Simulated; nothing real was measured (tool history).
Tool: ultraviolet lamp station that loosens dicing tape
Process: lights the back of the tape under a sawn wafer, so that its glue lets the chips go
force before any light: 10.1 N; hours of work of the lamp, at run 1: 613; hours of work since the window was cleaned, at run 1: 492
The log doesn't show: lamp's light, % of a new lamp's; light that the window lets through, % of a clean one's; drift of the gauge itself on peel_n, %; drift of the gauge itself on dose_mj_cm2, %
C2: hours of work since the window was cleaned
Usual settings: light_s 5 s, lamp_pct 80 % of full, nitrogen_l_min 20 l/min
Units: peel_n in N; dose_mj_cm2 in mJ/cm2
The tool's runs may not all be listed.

{"run": 1, "hour": 0.0, "light_s": 5, "lamp_pct": 80, "nitrogen_l_min": 20, "hours of work of the lamp": 613, "C2": 492, "peel_n": 0.601, "dose_mj_cm2": 238}
{"hour": 5.0, "done": "window cleaned of glue's vapour"}
{"run": 2, "hour": 53.0, "light_s": 5, "lamp_pct": 80, "nitrogen_l_min": 20, "hours of work of the lamp": 647, "C2": 31, "peel_n": 0.595, "dose_mj_cm2": 245}
{"run": 3, "hour": 103.7, "light_s": 5, "lamp_pct": 80, "nitrogen_l_min": 20, "hours of work of the lamp": 679, "C2": 63, "peel_n": 0.587, "dose_mj_cm2": 244}
{"run": 4, "hour": 149.4, "light_s": 5, "lamp_pct": 80, "nitrogen_l_min": 20, "hours of work of the lamp": 708, "C2": 92, "peel_n": 0.568, "dose_mj_cm2": 238}
{"run": 5, "hour": 189.9, "light_s": 5, "lamp_pct": 80, "nitrogen_l_min": 9, "hours of work of the lamp": 734, "C2": 118, "peel_n": 1.123, "dose_mj_cm2": 240}
{"run": 6, "hour": 237.8, "light_s": 5, "lamp_pct": 80, "nitrogen_l_min": 20, "hours of work of the lamp": 764, "C2": 148, "peel_n": 0.588, "dose_mj_cm2": 238}
{"run": 7, "hour": 276.6, "light_s": 5, "lamp_pct": 80, "nitrogen_l_min": 20, "hours of work of the lamp": 789, "C2": 173, "peel_n": 0.599, "dose_mj_cm2": 238}
{"run": 8, "hour": 313.9, "light_s": 5, "lamp_pct": 80, "nitrogen_l_min": 20, "hours of work of the lamp": 813, "C2": 196, "peel_n": 0.588, "dose_mj_cm2": 240}
{"run": 9, "hour": 362.9, "light_s": 5, "lamp_pct": 80, "nitrogen_l_min": 20, "hours of work of the lamp": 844, "C2": 228, "peel_n": 0.59, "dose_mj_cm2": 237}
{"run": 10, "hour": 408.4, "light_s": 5, "lamp_pct": 80, "nitrogen_l_min": 18, "hours of work of the lamp": 873, "C2": 257, "peel_n": 0.664, "dose_mj_cm2": 237}
{"hour": 427.2, "done": "lamp changed"}
{"run": 11, "hour": 439.9, "light_s": 5, "lamp_pct": 87, "nitrogen_l_min": 20, "hours of work of the lamp": 8, "C2": 276, "peel_n": 0.482, "dose_mj_cm2": 258}
{"run": 12, "hour": 468.0, "light_s": 5, "lamp_pct": 87, "nitrogen_l_min": 20, "hours of work of the lamp": 26, "C2": 294, "peel_n": 0.461, "dose_mj_cm2": 263}
{"run": 13, "hour": 500.5, "light_s": 5, "lamp_pct": 87, "nitrogen_l_min": 20, "hours of work of the lamp": 47, "C2": 315, "peel_n": 0.507, "dose_mj_cm2": 268}
{"run": 14, "hour": 558.1, "light_s": 5, "lamp_pct": 87, "nitrogen_l_min": 20, "hours of work of the lamp": 83, "C2": 351, "peel_n": 0.468, "dose_mj_cm2": 262}
{"run": 15, "hour": 607.7, "light_s": 5, "lamp_pct": 87, "nitrogen_l_min": 20, "hours of work of the lamp": 115, "C2": 383, "peel_n": 0.456, "dose_mj_cm2": 265}
{"run": 16, "hour": 644.7, "light_s": 5, "lamp_pct": 72, "nitrogen_l_min": 20, "hours of work of the lamp": 138, "C2": 406, "peel_n": 0.767, "dose_mj_cm2": 217}
{"run": 17, "hour": 695.8, "light_s": 5, "lamp_pct": 72, "nitrogen_l_min": 20, "hours of work of the lamp": 171, "C2": 439, "peel_n": 0.754, "dose_mj_cm2": 215}
{"run": 18, "hour": 742.2, "light_s": 5, "lamp_pct": 72, "nitrogen_l_min": 20, "hours of work of the lamp": 200, "C2": 468, "peel_n": 0.758, "dose_mj_cm2": 217}
{"hour": 783.5, "done": "window cleaned of glue's vapour"}
{"run": 19, "hour": 792.2, "light_s": 5, "lamp_pct": 80, "nitrogen_l_min": 16, "hours of work of the lamp": 232, "C2": 6, "peel_n": 0.713, "dose_mj_cm2": 237}
{"run": 20, "hour": 828.6, "light_s": 5, "lamp_pct": 86, "nitrogen_l_min": 20, "hours of work of the lamp": 255, "C2": 29, "peel_n": 0.494, "dose_mj_cm2": 262}
{"run": 21, "hour": 852.9, "light_s": 4, "lamp_pct": 86, "nitrogen_l_min": 33, "hours of work of the lamp": 270, "C2": 44, "peel_n": 0.601, "dose_mj_cm2": 206}
{"run": 22, "hour": 886.2, "light_s": 4, "lamp_pct": 86, "nitrogen_l_min": 33, "hours of work of the lamp": 292, "C2": 65, "peel_n": 0.578, "dose_mj_cm2": 203}

The next listed run, before its measurement:
{"run": 23, "hour": 911.7, "light_s": 4, "lamp_pct": 86, "nitrogen_l_min": 33, "hours of work of the lamp": 308, "C2": 82, "peel_n": "?", "dose_mj_cm2": "?"}

{"run 23": {"peel_n": 0.595, "dose_mj_cm2": 208}}
Without the tool's hidden state the same run would have given peel_n 0.594 N, dose_mj_cm2 208 mJ/cm2.
